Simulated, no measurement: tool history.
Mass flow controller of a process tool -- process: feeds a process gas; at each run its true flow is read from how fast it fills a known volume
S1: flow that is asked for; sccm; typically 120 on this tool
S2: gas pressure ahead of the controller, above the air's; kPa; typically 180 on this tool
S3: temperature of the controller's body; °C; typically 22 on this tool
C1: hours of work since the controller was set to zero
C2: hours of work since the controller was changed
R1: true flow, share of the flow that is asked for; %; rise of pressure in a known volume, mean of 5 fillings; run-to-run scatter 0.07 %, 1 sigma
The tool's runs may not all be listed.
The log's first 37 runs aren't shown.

run 38 hour=2116.1 | S1=33 S2=206 S3=20 | C1=1240 C2=1240 | R1=99.9
run 39 hour=2156.4 | S1=65 S2=181 S3=28 | C1=1256 C2=1256 | R1=98.69
run 40 hour=2195.6 | S1=29 S2=277 S3=28 | C1=1272 C2=1272 | R1=99.47
run 41 hour=2256.4 | S1=29 S2=277 S3=28 | C1=1297 C2=1297 | R1=99.6
run 42 hour=2305.6 | S1=155 S2=146 S3=21 | C1=1317 C2=1317 | R1=99.64
run 43 hour=2376.1 | S1=46 S2=180 S3=32 | C1=1345 C2=1345 | R1=98.56
run 44 hour=2446.4 | S1=151 S2=251 S3=32 | C1=1374 C2=1374 | R1=98.91
run 45 hour=2496.9 | S1=50 S2=226 S3=22 | C1=1394 C2=1394 | R1=99.42
run 46 hour=2554.3 | S1=37 S2=180 S3=22 | C1=1418 C2=1418 | R1=99.62
run 47 hour=2629.3 | S1=120 S2=242 S3=22 | C1=1448 C2=1448 | R1=99.44
run 48 hour=2674.6 | S1=120 S2=242 S3=22 | C1=1467 C2=1467 | R1=99.68

Each row is a separate what-if for the run after 48, all from the same tool condition, not one after another. Results?
run A hour=2745.2 | S1=38 S2=180 S3=22 | C1=1495 C2=1495 | R1=?
run B hour=2745.2 | S1=90 S2=178 S3=22 | C1=1495 C2=1495 | R1=?
run C hour=2745.2 | S1=120 S2=242 S3=23 | C1=1495 C2=1495 | R1=?

run=A R1=99.58
run=B R1=99.28
run=C R1=99.37
Take away the tool's hidden state, keep each run's random variation, and the runs would have read:
run=A R1=98.47
run=B R1=99.1
run=C R1=99.36

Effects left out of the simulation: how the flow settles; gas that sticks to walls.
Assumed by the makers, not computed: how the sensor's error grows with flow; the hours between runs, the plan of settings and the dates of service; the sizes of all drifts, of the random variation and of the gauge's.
